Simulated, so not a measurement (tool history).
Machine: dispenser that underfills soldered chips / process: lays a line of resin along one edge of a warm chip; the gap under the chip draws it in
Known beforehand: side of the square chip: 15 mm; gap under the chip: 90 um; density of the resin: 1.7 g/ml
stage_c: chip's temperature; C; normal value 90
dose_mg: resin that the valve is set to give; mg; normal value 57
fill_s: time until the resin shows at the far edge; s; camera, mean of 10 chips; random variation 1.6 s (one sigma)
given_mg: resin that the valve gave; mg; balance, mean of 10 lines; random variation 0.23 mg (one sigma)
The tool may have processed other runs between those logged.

run    day  stage_c  dose_mg  fill_s  given_mg
  1      0       90       57   176.4     56.71
  2  0.196       78       57     309     56.32
     0.333  -- new syringe of resin
  3  0.512       78       57   269.8     56.65
  4  0.688       78       57   320.5     56.56
      0.75  -- new syringe of resin
  5  0.875       78       57   253.7     56.44
  6  1.092       78       57   314.9     56.29
     1.162  -- new syringe of resin
  7  1.271       78       57   247.9     56.05
  8  1.462       78       57   303.8     55.76
     1.571  -- new syringe of resin
  9   1.75       90       57   183.8     55.83
 10  1.954       90       57   225.6      56.1
         2  -- new syringe of resin
 11  2.312       90       57   208.6     55.62
     2.425  -- new syringe of resin
 12  2.567       76     63.4   272.5     61.91
     2.833  -- new syringe of resin
 13  2.958       83     72.3   206.5     69.93
      3.25  -- new syringe of resin
 14  3.312       90     57.7   163.4     55.66
 15    3.6      103     71.7   148.7     69.15
     3.671  -- new syringe of resin
 16  3.979       91     58.2     202     55.76
     4.088  -- new syringe of resin
 17  4.246       86     49.8     206     48.07

Each row is a separate what-if for the run after 17, all from the same tool condition, not one after another. Results?
     4.492  -- new syringe of resin
  A  4.529       78     58.8       ?         ?
     4.492  -- new syringe of resin
  B  4.529       90       68       ?         ?
     4.492  -- new syringe of resin
  C  4.529      100       66       ?         ?
     4.492  -- new syringe of resin
  D  4.529       89     56.6       ?         ?

run  fill_s  given_mg
  A   232.2     56.75
  B   158.2     65.18
  C   119.3     63.61
  D   164.7     54.21
Take away the tool's hidden state, keep each run's random variation, and the runs would have read:
run  fill_s  given_mg
  A   226.8     59.12
  B   154.6      67.9
  C   116.5     66.26
  D   160.5     56.47
